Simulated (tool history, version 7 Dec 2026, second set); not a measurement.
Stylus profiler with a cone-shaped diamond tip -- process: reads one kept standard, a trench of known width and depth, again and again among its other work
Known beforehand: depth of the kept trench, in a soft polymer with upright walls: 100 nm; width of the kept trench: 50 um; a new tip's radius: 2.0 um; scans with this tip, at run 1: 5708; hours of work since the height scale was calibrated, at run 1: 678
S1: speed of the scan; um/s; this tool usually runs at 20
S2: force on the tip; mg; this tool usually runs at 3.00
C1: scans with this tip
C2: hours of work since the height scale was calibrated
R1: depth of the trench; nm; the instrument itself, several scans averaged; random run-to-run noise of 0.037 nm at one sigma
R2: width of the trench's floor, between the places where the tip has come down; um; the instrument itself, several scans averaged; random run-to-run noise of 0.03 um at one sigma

run      day  S1    S2    C1   C2      R1     R2
  1    0.000  20  3.00  5708  678  101.03  48.64
  2    3.283  20  3.00  5979  710  101.06  48.60
  3    6.992  20  3.00  6284  746  101.10  48.64
  4   11.771  20  3.00  6677  792  101.02  48.60
  5   15.550  20  3.00  6987  829  101.04  48.60
  6   18.958  13  3.00  7268  863  101.04  48.67
  7   21.388  20  1.54  7468  886  100.62  48.53
  8   26.712  20  1.54  7905  938  100.75  48.58
      28.662  -- new tip fitted, height scale calibrated
  9   31.162  20  1.54   206   24  100.67  48.57
 10   34.112  20  1.54   448   53  100.67  48.56
 11   39.858  20  1.54   921  109  100.67  48.57
 12   44.162  20  3.00  1275  151  101.01  48.64
 13   48.488  20  8.73  1631  194  102.13  48.71
 14   51.271  20  8.73  1860  221  102.14  48.64
 15   54.579  20  8.73  2131  253  102.09  48.70
 16   59.892   7  1.86  2569  305  100.71  48.74
 17   63.292  37  1.44  2848  338  100.71  48.43
 18   68.379  37  1.44  3267  388  100.65  48.39
 19   73.117  50  1.02  3656  434  100.54  48.24
 20   76.942  10  1.85  3971  471  100.80  48.70
 21   80.954  10  1.85  4301  510  100.78  48.69
 22   84.125  14  1.91  4562  541  100.72  48.65
 23   89.829  36  4.36  5031  597  101.33  48.58
 24   94.650  12  4.36  5427  644  101.33  48.73
 25   97.975  18  4.00  5701  677  101.28  48.56
 26  100.671   8  1.08  5922  703  100.58  48.62
 27  103.129   8  1.08  6125  727  100.54  48.64
 28  106.654   8  1.08  6415  761  100.53  48.64

Here are 5 independent what-if runs from the current tool condition. What would each one return?
  A  112.267  24  3.54  6876  816   ?   ?
  B  112.267  38  3.05  6876  816   ?   ?
  C  112.267  11  3.25  6876  816   ?   ?
  D  112.267   8  2.28  6876  816   ?   ?
  E  112.267  10  1.70  6876  816   ?   ?

run      R1     R2
  A  101.15  48.62
  B  101.05  48.49
  C  101.14  48.65
  D  100.87  48.62
  E  100.70  48.62
Without the tool's unlogged condition, the same runs would have read:
run      R1     R2
  A  101.14  48.64
  B  101.04  48.50
  C  101.12  48.66
  D  100.86  48.64
  E  100.69  48.64
